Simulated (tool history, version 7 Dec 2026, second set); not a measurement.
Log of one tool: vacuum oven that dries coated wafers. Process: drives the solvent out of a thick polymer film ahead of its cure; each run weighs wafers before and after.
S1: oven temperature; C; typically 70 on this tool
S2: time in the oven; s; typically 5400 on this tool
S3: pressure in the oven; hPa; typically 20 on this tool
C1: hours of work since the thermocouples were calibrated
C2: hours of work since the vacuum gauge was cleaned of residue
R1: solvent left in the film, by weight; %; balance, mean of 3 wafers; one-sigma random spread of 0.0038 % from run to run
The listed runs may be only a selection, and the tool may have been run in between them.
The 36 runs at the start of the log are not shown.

run	day	S1	S2	S3	C1	C2	R1
37	40.583	70	3300	15	201	1364	2.268
38	41.567	70	3300	15	216	1379	2.264
39	42.85	70	3300	15	235	1399	2.266
40	44	70	3300	15	253	1416	2.254
41	45.146	76	3780	28.6	270	1434	1.266
42	46.196	76	3780	28.6	286	1450	1.259
43	47.304	64	3900	11.6	303	1466	3.12
44	48.771	66	3900	62.5	325	1489	4.423
45	49.767	66	3900	62.5	341	1504	4.429

Consider 4 possible next runs. They are alternatives, not a sequence: every one starts from the tool as it was left by run 45. What does each give?
A	50.912	57	3900	62.5	358	1521	?
B	50.912	60	4500	11.5	358	1521	?
C	50.912	68	3060	12	358	1521	?
D	50.912	66	3900	27.8	358	1521	?

run	R1
A	7.407
B	3.743
C	2.942
D	3.177
Without the tool's hidden state the same runs would have given:
run	R1
A	7.407
B	3.743
C	2.942
D	3.177
